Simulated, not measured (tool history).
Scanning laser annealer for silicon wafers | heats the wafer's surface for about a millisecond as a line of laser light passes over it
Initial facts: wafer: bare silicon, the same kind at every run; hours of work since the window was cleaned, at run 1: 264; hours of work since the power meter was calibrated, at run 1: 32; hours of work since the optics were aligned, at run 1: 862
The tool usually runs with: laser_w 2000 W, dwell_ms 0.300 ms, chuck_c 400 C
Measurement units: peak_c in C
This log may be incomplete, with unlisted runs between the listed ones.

run   hour  laser_w  dwell_ms  chuck_c  hours of work since the window was cleaned  hours of work since the power meter was calibrated  hours of work since the optics were aligned  peak_c
  1    0.0     2000     0.300      400                                         264                                                  32                                          862    1137
  2   54.9     2000     0.300      400                                         303                                                  71                                          901    1131
  3  109.8     2000     0.344      400                                         342                                                 110                                          940    1192
  4  167.4     2000     0.344      400                                         383                                                 150                                          980    1190
  5  203.0     2000     0.344      400                                         408                                                 176                                         1006    1189
  6  241.0     2000     0.300      375                                         435                                                 203                                         1033    1107
  7  273.1     2000     0.234      375                                         458                                                 225                                         1055    1015
  8  327.3     2000     0.234      375                                         496                                                 264                                         1094    1013
     355.4  -- optics aligned, line set to its width
  9  361.2     2000     0.234      375                                         517                                                 284                                            4    1016
 10  416.0     2000     0.234      403                                         555                                                 323                                           43    1045
     441.2  -- window over the wafer cleaned
 11  464.9     2000     0.300      400                                          17                                                 356                                           76    1135
 12  511.3     2000     0.300      400                                          50                                                 389                                          109    1133
 13  550.9     2000     0.300      400                                          78                                                 417                                          137    1133
 14  592.8     2000     0.300      379                                         107                                                 447                                          167    1114
 15  623.6     2021     0.300      400                                         129                                                 469                                          189    1141
 16  651.6     2090     0.235      368                                         149                                                 489                                          209    1037
 17  705.7     1911     0.365      428                                         187                                                 527                                          247    1212
 18  746.7     2143     0.223      371                                         217                                                 556                                          276    1035

For run 19, what comes out?
 19  800.4     2128     0.268      396                                         255                                                 594                                          314       ?

{"run 19": {"peak_c": 1128}}
Were there no unlogged condition in the tool, this run, its random variation unchanged, would have produced peak_c 1129 C.

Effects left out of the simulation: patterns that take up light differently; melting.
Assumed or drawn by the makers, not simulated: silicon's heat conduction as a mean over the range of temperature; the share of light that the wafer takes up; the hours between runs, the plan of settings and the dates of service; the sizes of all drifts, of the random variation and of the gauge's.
